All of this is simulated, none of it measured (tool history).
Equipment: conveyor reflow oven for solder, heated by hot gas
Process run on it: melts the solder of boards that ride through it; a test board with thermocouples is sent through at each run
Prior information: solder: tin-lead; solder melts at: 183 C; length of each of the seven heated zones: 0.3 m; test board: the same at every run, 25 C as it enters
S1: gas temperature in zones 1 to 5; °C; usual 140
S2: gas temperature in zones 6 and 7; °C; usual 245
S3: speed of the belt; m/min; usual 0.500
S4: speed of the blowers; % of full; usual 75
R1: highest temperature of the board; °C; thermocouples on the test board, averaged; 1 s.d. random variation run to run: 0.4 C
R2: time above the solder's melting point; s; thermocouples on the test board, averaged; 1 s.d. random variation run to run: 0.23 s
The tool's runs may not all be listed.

run	hour	S1	S2	S3	S4	R1	R2
1	0.0	140	245	0.500	75	225.2	59.4
2	34.1	140	245	0.417	75	230.7	75.3
3	86.1	140	245	0.417	75	230.0	75.4
4	115.9	140	245	0.417	75	229.6	75.0
5	152.6	140	245	0.417	75	229.1	74.9
6	198.1	140	245	0.417	62	225.9	72.5
7	246.7	147	245	0.500	75	223.5	61.0
# hour 283.8: flux residue cleaned out of gas plates and filters
8	291.9	140	245	0.500	75	226.4	61.2
9	314.8	140	245	0.500	75	226.9	60.8
10	361.0	140	245	0.500	75	226.5	60.4
11	405.9	140	245	0.500	75	225.6	60.4
12	431.6	140	234	0.500	75	215.5	53.8
13	482.4	140	245	0.500	51	218.0	54.2
14	520.6	140	245	0.500	51	218.0	54.3
# hour 528.5: belt drive overhauled, speed set with a stopwatch
15	564.5	140	250	0.500	75	228.2	61.9
16	592.1	150	237	0.582	75	214.6	47.4
# hour 609.1: belt drive overhauled, speed set with a stopwatch, once more
17	641.9	140	239	0.500	76	218.6	55.2
18	692.6	140	239	0.500	76	217.5	54.7
19	720.5	142	234	0.500	76	213.0	52.2
20	745.9	140	238	0.500	82	217.2	54.4
21	774.8	140	238	0.500	82	217.4	54.2
22	800.5	140	238	0.500	82	216.1	53.9
23	843.9	150	260	0.500	82	237.1	68.6
24	889.0	128	245	0.497	75	217.1	51.1
# hour 897.4: flux residue cleaned out of gas plates and filters
25	945.1	128	245	0.497	75	224.2	55.6
26	969.5	146	245	0.497	77	226.4	62.8
27	1008.3	140	245	0.447	75	227.9	69.0

5 options for the next run, each taken on its own from the tool as it stands now. Forecast them:
# hour 1030.5: thermocouples of zones 6 and 7 changed
A	1047.4	133	253	0.500	57	?	?
# hour 1030.5: thermocouples of zones 6 and 7 changed
B	1047.4	134	240	0.546	75	?	?
# hour 1030.5: thermocouples of zones 6 and 7 changed
C	1047.4	140	245	0.494	68	?	?
# hour 1030.5: thermocouples of zones 6 and 7 changed
D	1047.4	145	245	0.448	75	?	?
# hour 1030.5: thermocouples of zones 6 and 7 changed
E	1047.4	140	258	0.550	78	?	?

run	R1	R2
A	228.5	59.3
B	219.1	49.2
C	226.7	61.2
D	232.2	72.7
E	236.3	59.1
With the hidden condition removed and each run's random variation left untouched, the same runs would have given:
run	R1	R2
A	230.2	60.1
B	221.0	50.4
C	228.4	62.1
D	233.7	73.3
E	238.3	59.7
